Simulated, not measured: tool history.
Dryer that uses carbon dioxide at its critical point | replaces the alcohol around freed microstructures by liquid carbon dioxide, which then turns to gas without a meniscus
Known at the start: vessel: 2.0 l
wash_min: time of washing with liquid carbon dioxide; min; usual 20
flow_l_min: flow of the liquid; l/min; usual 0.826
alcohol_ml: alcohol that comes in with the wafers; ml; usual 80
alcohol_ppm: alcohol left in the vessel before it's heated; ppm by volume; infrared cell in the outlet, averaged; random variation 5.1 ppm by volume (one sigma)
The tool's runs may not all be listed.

run 1 hour=0.0 | wash_min=20 flow_l_min=0.826 alcohol_ml=80 | alcohol_ppm=84
run 2 hour=11.9 | wash_min=20 flow_l_min=0.826 alcohol_ml=35 | alcohol_ppm=42
run 3 hour=26.1 | wash_min=20 flow_l_min=0.826 alcohol_ml=35 | alcohol_ppm=45
run 4 hour=35.6 | wash_min=20 flow_l_min=0.826 alcohol_ml=35 | alcohol_ppm=46
run 5 hour=46.2 | wash_min=20 flow_l_min=0.826 alcohol_ml=35 | alcohol_ppm=52
run 6 hour=55.9 | wash_min=20 flow_l_min=0.826 alcohol_ml=80 | alcohol_ppm=96
run 7 hour=70.1 | wash_min=15 flow_l_min=1.131 alcohol_ml=104 | alcohol_ppm=97
run 8 hour=84.8 | wash_min=16 flow_l_min=0.520 alcohol_ml=80 | alcohol_ppm=1969
run 9 hour=98.6 | wash_min=14 flow_l_min=1.208 alcohol_ml=63 | alcohol_ppm=74
run 10 hour=111.3 | wash_min=14 flow_l_min=1.208 alcohol_ml=63 | alcohol_ppm=68
run 11 hour=121.1 | wash_min=17 flow_l_min=0.766 alcohol_ml=25 | alcohol_ppm=125

3 ways to go on from here, each from the tool as it stands after run 11. What would each give?
run A hour=134.6 | wash_min=24 flow_l_min=0.980 alcohol_ml=34 | alcohol_ppm=?
run B hour=134.6 | wash_min=20 flow_l_min=0.634 alcohol_ml=80 | alcohol_ppm=?
run C hour=134.6 | wash_min=25 flow_l_min=0.766 alcohol_ml=29 | alcohol_ppm=?

run=A alcohol_ppm=26
run=B alcohol_ppm=414
run=C alcohol_ppm=36
Without the tool's hidden state the same runs would have given:
run=A alcohol_ppm=8
run=B alcohol_ppm=291
run=C alcohol_ppm=15
